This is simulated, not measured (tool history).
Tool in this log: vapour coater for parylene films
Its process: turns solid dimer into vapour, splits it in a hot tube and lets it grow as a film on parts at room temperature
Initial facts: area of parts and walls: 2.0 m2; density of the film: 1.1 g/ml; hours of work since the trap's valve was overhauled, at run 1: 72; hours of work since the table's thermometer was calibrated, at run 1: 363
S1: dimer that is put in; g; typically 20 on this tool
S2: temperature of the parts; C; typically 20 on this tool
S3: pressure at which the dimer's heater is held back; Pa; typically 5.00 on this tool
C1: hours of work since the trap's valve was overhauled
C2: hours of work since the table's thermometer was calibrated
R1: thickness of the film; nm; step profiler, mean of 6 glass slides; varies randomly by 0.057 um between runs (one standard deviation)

| run | hour | S1 | S2 | S3 | C1 | C2 | R1 |
|---|---|---|---|---|---|---|---|
| 1 | 0.0 | 20 | 20 | 5.00 | 72 | 363 | 6370 |
| 2 | 14.6 | 20 | 20 | 5.00 | 83 | 375 | 6370 |
| 3 | 29.4 | 20 | 20 | 6.61 | 95 | 387 | 5940 |
| 4 | 36.4 | 20 | 20 | 6.61 | 100 | 392 | 5910 |
| 5 | 47.9 | 20 | 20 | 6.61 | 109 | 401 | 5990 |
| 6 | 59.6 | 20 | 20 | 5.00 | 119 | 411 | 6220 |
| 7 | 74.5 | 20 | 20 | 5.00 | 131 | 422 | 6260 |
| 8 | 89.4 | 20 | 20 | 5.00 | 142 | 434 | 6210 |
| 9 | 105.2 | 10 | 20 | 5.00 | 155 | 447 | 3080 |
|  | 110.6 | trap's valve overhauled |
| 10 | 124.9 | 35 | 14 | 5.00 | 11 | 459 | 12660 |
| 11 | 137.9 | 35 | 14 | 5.00 | 22 | 469 | 12480 |
| 12 | 149.9 | 21 | 28 | 2.19 | 31 | 479 | 5450 |
| 13 | 161.2 | 21 | 28 | 2.19 | 40 | 488 | 5440 |
| 14 | 173.4 | 31 | 21 | 5.00 | 50 | 497 | 8610 |
| 15 | 185.9 | 31 | 21 | 5.00 | 60 | 507 | 8450 |
|  | 194.1 | trap's valve overhauled, once more |
| 16 | 202.9 | 10 | 20 | 5.00 | 7 | 518 | 3290 |
| 17 | 215.7 | 32 | 23 | 11.12 | 17 | 528 | 7890 |
| 18 | 226.7 | 9 | 19 | 2.77 | 26 | 537 | 3480 |

Forecast each of these 3 alternatives for the next run:
| A | 237.6 | 22 | 15 | 2.77 | 34 | 545 | ? |
| B | 237.6 | 20 | 17 | 5.00 | 34 | 545 | ? |
| C | 237.6 | 9 | 18 | 9.09 | 34 | 545 | ? |

| run | R1 |
|---|---|
| A | 9490 |
| B | 7290 |
| C | 2800 |
Without the tool's unlogged condition, the same runs would have read:
| run | R1 |
|---|---|
| A | 9650 |
| B | 7470 |
| C | 2870 |

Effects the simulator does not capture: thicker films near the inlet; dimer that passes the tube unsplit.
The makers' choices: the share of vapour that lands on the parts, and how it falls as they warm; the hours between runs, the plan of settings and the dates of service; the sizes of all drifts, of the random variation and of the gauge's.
